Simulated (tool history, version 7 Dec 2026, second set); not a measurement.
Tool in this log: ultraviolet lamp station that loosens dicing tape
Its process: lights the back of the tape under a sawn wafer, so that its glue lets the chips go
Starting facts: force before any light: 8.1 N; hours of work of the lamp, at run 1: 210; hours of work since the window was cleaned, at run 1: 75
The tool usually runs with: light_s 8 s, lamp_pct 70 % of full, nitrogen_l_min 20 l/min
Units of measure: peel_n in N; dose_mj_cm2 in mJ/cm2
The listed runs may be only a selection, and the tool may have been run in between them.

run,hour,light_s,lamp_pct,nitrogen_l_min,hours of work of the lamp,hours of work since the window was cleaned,peel_n,dose_mj_cm2
1,0,8,70,20,210,75,0.431,250
2,4.5,8,70,20,213,77,0.432,257
3,15.1,8,70,20,219,83,0.458,251
4,23.1,8,70,20,223,88,0.434,251
5,30.9,8,70,29,227,92,0.347,250
6,41.4,8,70,29,233,98,0.353,249
7,50.7,8,70,29,238,103,0.334,251
8,58.3,8,70,29,242,107,0.353,250
9,65.9,8,70,29,246,111,0.337,241
10,70.3,8,70,29,249,114,0.358,244
11,78.7,8,70,17,254,118,0.522,250
12,84.1,8,70,17,257,121,0.545,246
13,92,8,70,17,261,125,0.537,248
14,101.9,8,70,17,266,131,0.536,243
15,110.6,8,70,17,271,136,0.525,250
16,117,9,70,11,275,139,0.629,277
17,122.9,9,70,11,278,142,0.639,278
18,132.1,11,83,20,283,147,0.207,396
19,140.6,4,61,10,288,152,2.95,108
20,150.4,4,61,10,293,158,2.865,101
21,161.2,5,68,35,299,163,0.87,150
22,166.1,5,68,35,302,166,0.884,148
23,171.8,5,68,35,305,169,0.87,149
24,180.9,8,70,19,310,174,0.508,238
25,187,8,70,19,313,178,0.488,247
26,195.3,8,75,20,318,182,0.417,259
27,200.7,12,72,38,321,185,0.187,377
28,207.9,7,94,14,325,189,0.478,287
29,215.8,10,62,14,329,193,0.544,268
30,224.3,4,91,20,334,198,1.155,155

Below are 5 alternative next runs, each starting from the tool's condition after run 30. Predict each:
A,229.6,16,91,26,336,201,?,?
B,229.6,4,70,20,336,201,?,?
C,229.6,8,70,36,336,201,?,?
D,229.6,12,87,20,336,201,?,?
E,229.6,8,75,31,336,201,?,?

run,peel_n,dose_mj_cm2
A,0.185,624
B,1.848,122
C,0.327,239
D,0.2,448
E,0.308,260
Without the tool's unlogged condition, the same runs would have read:
run,peel_n,dose_mj_cm2
A,0.184,691
B,1.583,135
C,0.275,265
D,0.191,496
E,0.258,288

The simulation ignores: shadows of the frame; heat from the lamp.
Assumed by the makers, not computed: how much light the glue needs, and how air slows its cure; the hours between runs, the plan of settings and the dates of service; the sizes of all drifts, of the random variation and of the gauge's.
